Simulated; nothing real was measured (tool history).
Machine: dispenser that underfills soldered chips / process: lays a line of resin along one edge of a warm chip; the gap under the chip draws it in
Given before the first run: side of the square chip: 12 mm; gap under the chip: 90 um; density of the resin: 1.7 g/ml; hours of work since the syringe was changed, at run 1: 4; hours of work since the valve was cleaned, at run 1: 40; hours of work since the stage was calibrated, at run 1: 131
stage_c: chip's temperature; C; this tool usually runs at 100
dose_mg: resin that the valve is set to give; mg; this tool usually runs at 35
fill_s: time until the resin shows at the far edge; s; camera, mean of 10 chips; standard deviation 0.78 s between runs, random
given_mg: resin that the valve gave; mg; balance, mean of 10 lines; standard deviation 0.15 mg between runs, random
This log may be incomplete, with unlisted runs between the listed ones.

run,hour,stage_c,dose_mg,hours of work since the syringe was changed,hours of work since the valve was cleaned,hours of work since the stage was calibrated,fill_s,given_mg
1,0,100,35,4,40,131,83.8,34.26
2,4.7,100,35,7,43,134,94.1,34.18
# hour 7.5: new syringe of resin
3,7.7,100,30.9,0,45,135,70.8,30.02
4,10.7,100,30.9,2,46,137,78.7,29.69
5,13.7,100,30.9,4,48,139,85.3,29.89
6,17.3,100,35,6,51,142,91.9,33.98
7,20,100,39.8,8,52,143,97.4,38.52
# hour 20.5: new syringe of resin
8,24.8,100,39.8,3,55,146,77.2,38.44
9,29.5,100,39.8,6,58,149,89.4,37.92
10,32.6,100,32.4,8,60,151,100.2,31
# hour 33.8: new syringe of resin
11,37.7,100,32.4,2,63,154,81.1,30.93
12,40.5,100,35,4,65,156,87.4,33.66
13,44.1,100,35,7,67,158,96,33.26
# hour 47.2: new syringe of resin
14,49.7,100,35,2,71,162,75.5,33.34
15,52.3,100,35,3,72,163,80.6,33.33
# hour 55.7: dispensing valve cleaned and set on the balance
16,58.2,100,35,6,2,166,92.3,35.12
# hour 61.4: new syringe of resin
17,63.5,100,35,1,5,169,74.3,34.96
18,67.9,100,34.5,4,8,172,85.7,34.15
19,71.4,104,33.4,6,10,174,87.4,32.87
# hour 74.6: new syringe of resin
20,76.4,94,43.7,1,13,177,84.5,43.14
21,80.6,112,37.8,4,15,180,59.7,37.21
22,82.9,107,34.8,5,17,182,73.2,34.36
23,85.3,106,37.8,7,18,183,79.8,37.15
# hour 88: new syringe of resin
24,90.9,101,37.6,2,22,186,74.2,36.83
25,95.8,97,36.2,5,25,190,92.8,35.35
26,99.6,97,36.2,7,27,192,103.6,35.35
# hour 101.1: new syringe of resin
27,103,97,38.1,1,29,194,77.8,37.2
28,107.3,115,32.8,4,32,197,58,32.2
29,110.5,115,32.8,6,34,199,62.2,32.03
# hour 114.2: new syringe of resin
30,115.3,115,32.8,1,37,202,48.9,31.9
31,118.2,92,32.8,3,39,203,95.7,31.73
32,123.3,92,32.8,6,42,207,110.6,31.75
# hour 127.5: new syringe of resin
33,128.3,104,42.7,0,45,210,62.7,41.27
34,131.9,101,31,3,47,212,79.6,29.97
35,137.2,90,31.3,6,51,215,121.7,30.18

Below are 5 alternative next runs, each starting from the tool's condition after run 35. Predict each:
# hour 140.6: new syringe of resin
A,140.9,88,31.3,0,53,217,?,?
# hour 140.6: new syringe of resin
B,140.9,88,34.3,0,53,217,?,?
# hour 140.6: new syringe of resin
C,140.9,107,35.6,0,53,217,?,?
# hour 140.6: new syringe of resin
D,140.9,108,34,0,53,217,?,?
# hour 140.6: new syringe of resin
E,140.9,100,43.7,0,53,217,?,?

run,fill_s,given_mg
A,98.9,30.22
B,100.7,33.11
C,59.3,33.97
D,58,32.66
E,67.9,42.3
Without the tool's unlogged condition, the same runs would have read:
run,fill_s,given_mg
A,100.4,31.38
B,102.6,34.39
C,60.2,35.28
D,58.8,33.92
E,69.3,43.93
